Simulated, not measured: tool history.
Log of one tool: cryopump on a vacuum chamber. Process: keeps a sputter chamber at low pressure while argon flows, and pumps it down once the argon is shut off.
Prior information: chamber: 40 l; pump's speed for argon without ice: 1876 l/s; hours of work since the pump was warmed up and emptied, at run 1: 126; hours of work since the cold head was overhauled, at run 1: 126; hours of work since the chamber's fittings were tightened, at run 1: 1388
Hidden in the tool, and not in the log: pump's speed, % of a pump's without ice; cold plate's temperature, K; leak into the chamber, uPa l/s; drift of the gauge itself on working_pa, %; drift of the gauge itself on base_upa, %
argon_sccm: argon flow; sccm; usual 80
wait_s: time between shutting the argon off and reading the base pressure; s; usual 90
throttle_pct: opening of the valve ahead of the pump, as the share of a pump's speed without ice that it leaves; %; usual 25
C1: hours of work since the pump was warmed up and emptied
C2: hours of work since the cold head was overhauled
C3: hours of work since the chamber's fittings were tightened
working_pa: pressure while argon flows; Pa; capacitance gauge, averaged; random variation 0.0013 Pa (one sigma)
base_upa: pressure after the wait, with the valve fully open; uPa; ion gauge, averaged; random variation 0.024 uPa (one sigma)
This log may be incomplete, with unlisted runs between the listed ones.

Run 1, hour 0: usual settings; C1 126; C2 126; C3 1388. Result: working_pa 0.2924 Pa, base_upa 1.28 uPa.
Run 2, hour 17.1: usual settings but wait_s 111 s; C1 134; C2 134; C3 1396. Result: working_pa 0.2925 Pa, base_upa 1.13 uPa.
Run 3, hour 45.3: usual settings but wait_s 111 s; C1 148; C2 148; C3 1410. Result: working_pa 0.2952 Pa, base_upa 1.17 uPa.
Run 4, hour 62.4: usual settings; C1 157; C2 157; C3 1419. Result: working_pa 0.2963 Pa, base_upa 1.3 uPa.
Run 5, hour 83.2: usual settings but wait_s 30 s; C1 167; C2 167; C3 1429. Result: working_pa 0.294 Pa, base_upa 2.77 uPa.
Run 6, hour 112.4: usual settings but wait_s 30 s; C1 181; C2 181; C3 1443. Result: working_pa 0.2944 Pa, base_upa 2.72 uPa.
Run 7, hour 148: usual settings but wait_s 30 s; C1 199; C2 199; C3 1461. Result: working_pa 0.2951 Pa, base_upa 2.72 uPa.
Run 8, hour 172.2: usual settings but wait_s 48 s; C1 211; C2 211; C3 1473. Result: working_pa 0.2978 Pa, base_upa 2 uPa.
Run 9, hour 207.1: usual settings but throttle_pct 22 %; C1 228; C2 228; C3 1490. Result: working_pa 0.3402 Pa, base_upa 1.34 uPa.
Run 10, hour 230.6: usual settings; C1 240; C2 240; C3 1502. Result: working_pa 0.3017 Pa, base_upa 1.38 uPa.
Run 11, hour 269.6: usual settings; C1 259; C2 259; C3 1521. Result: working_pa 0.2987 Pa, base_upa 1.36 uPa.
Run 12, hour 287: usual settings; C1 267; C2 267; C3 1529. Result: working_pa 0.3 Pa, base_upa 1.37 uPa.
Run 13, hour 326.3: usual settings; C1 287; C2 287; C3 1549. Result: working_pa 0.3007 Pa, base_upa 1.38 uPa.
Run 14, hour 358.7: usual settings; C1 303; C2 303; C3 1565. Result: working_pa 0.3012 Pa, base_upa 1.42 uPa.
Run 15, hour 391.3: usual settings; C1 319; C2 319; C3 1581. Result: working_pa 0.3035 Pa, base_upa 1.41 uPa.
Run 16, hour 424.5: usual settings; C1 335; C2 335; C3 1597. Result: working_pa 0.3015 Pa, base_upa 1.46 uPa.
Run 17, hour 459.2: usual settings; C1 352; C2 352; C3 1614. Result: working_pa 0.3045 Pa, base_upa 1.38 uPa.
Run 18, hour 494.4: usual settings but argon_sccm 67 sccm; C1 370; C2 370; C3 1632. Result: working_pa 0.255 Pa, base_upa 1.48 uPa.
Run 19, hour 530.9: usual settings but argon_sccm 38 sccm, wait_s 200 s, throttle_pct 37 %; C1 388; C2 388; C3 1650. Result: working_pa 0.1024 Pa, base_upa 1.06 uPa.
Run 20, hour 559.8: usual settings but argon_sccm 38 sccm, wait_s 200 s, throttle_pct 37 %; C1 402; C2 402; C3 1664. Result: working_pa 0.1028 Pa, base_upa 1.11 uPa.
Run 21, hour 579.3: usual settings but argon_sccm 38 sccm, wait_s 200 s, throttle_pct 37 %; C1 412; C2 412; C3 1673. Result: working_pa 0.1024 Pa, base_upa 1.1 uPa.
Run 22, hour 605.3: usual settings but argon_sccm 38 sccm, wait_s 200 s, throttle_pct 37 %; C1 424; C2 424; C3 1686. Result: working_pa 0.1023 Pa, base_upa 1.08 uPa.
Run 23, hour 633.8: usual settings but argon_sccm 40 sccm, wait_s 35 s, throttle_pct 17 %; C1 438; C2 438; C3 1700. Result: working_pa 0.2249 Pa, base_upa 2.56 uPa.
Run 24, hour 667.5: usual settings but argon_sccm 129 sccm, wait_s 57 s, throttle_pct 45 %; C1 455; C2 455; C3 1717. Result: working_pa 0.2933 Pa, base_upa 1.97 uPa.
Run 25, hour 703.1: usual settings but wait_s 71 s, throttle_pct 22 %; C1 473; C2 473; C3 1735. Result: working_pa 0.349 Pa, base_upa 1.74 uPa.
Run 26, hour 725.5: usual settings but wait_s 52 s, throttle_pct 46 %; C1 484; C2 484; C3 1746. Result: working_pa 0.1827 Pa, base_upa 2.07 uPa.
Run 27, hour 765.4: usual settings but wait_s 57 s, throttle_pct 28 %; C1 503; C2 503; C3 1765. Result: working_pa 0.2824 Pa, base_upa 2 uPa.
Run 28, hour 804.9: usual settings but wait_s 28 s, throttle_pct 53 %; C1 523; C2 523; C3 1785. Result: working_pa 0.1622 Pa, base_upa 3.18 uPa.
Run 29, hour 845: usual settings but wait_s 28 s, throttle_pct 53 %; C1 543; C2 543; C3 1804. Result: working_pa 0.1661 Pa, base_upa 3.02 uPa.
Run 30, hour 881.9: usual settings but argon_sccm 94 sccm, wait_s 210 s; C1 561; C2 561; C3 1823. Result: working_pa 0.3752 Pa, base_upa 1.24 uPa.
Run 31, hour 915.9: usual settings but argon_sccm 97 sccm, wait_s 182 s, throttle_pct 42 %; C1 578; C2 578; C3 1839. Result: working_pa 0.2464 Pa, base_upa 1.32 uPa.
Run 32, hour 941.9: usual settings but argon_sccm 71 sccm, wait_s 184 s, throttle_pct 29 %; C1 590; C2 590; C3 1852. Result: working_pa 0.2491 Pa, base_upa 1.33 uPa.
Run 33, hour 972.6: usual settings but argon_sccm 71 sccm, wait_s 45 s, throttle_pct 29 %; C1 606; C2 606; C3 1867. Result: working_pa 0.2507 Pa, base_upa 2.36 uPa.

Consider 3 possible next runs. They are alternatives, not a sequence: every one starts from the tool as it was left by run 33. What does each give?
At hour 1002.9: pump warmed up, emptied and cooled again.
Run A, hour 1003.9: usual settings but argon_sccm 108 sccm, wait_s 95 s, throttle_pct 54 %; C1 1; C2 618; C3 1880. Result: working_pa ?, base_upa ?.
At hour 1002.9: pump warmed up, emptied and cooled again.
Run B, hour 1003.9: usual settings but argon_sccm 33 sccm; C1 1; C2 618; C3 1880. Result: working_pa ?, base_upa ?.
At hour 1002.9: pump warmed up, emptied and cooled again.
Run C, hour 1003.9: usual settings but wait_s 81 s; C1 1; C2 618; C3 1880. Result: working_pa ?, base_upa ?.

run  working_pa  base_upa
  A      0.1816      1.34
  B      0.1199      1.36
  C       0.289      1.49
Take away the tool's hidden state, keep each run's random variation, and the runs would have read:
run  working_pa  base_upa
  A      0.1807      0.81
  B      0.1196      0.84
  C      0.2884      0.97
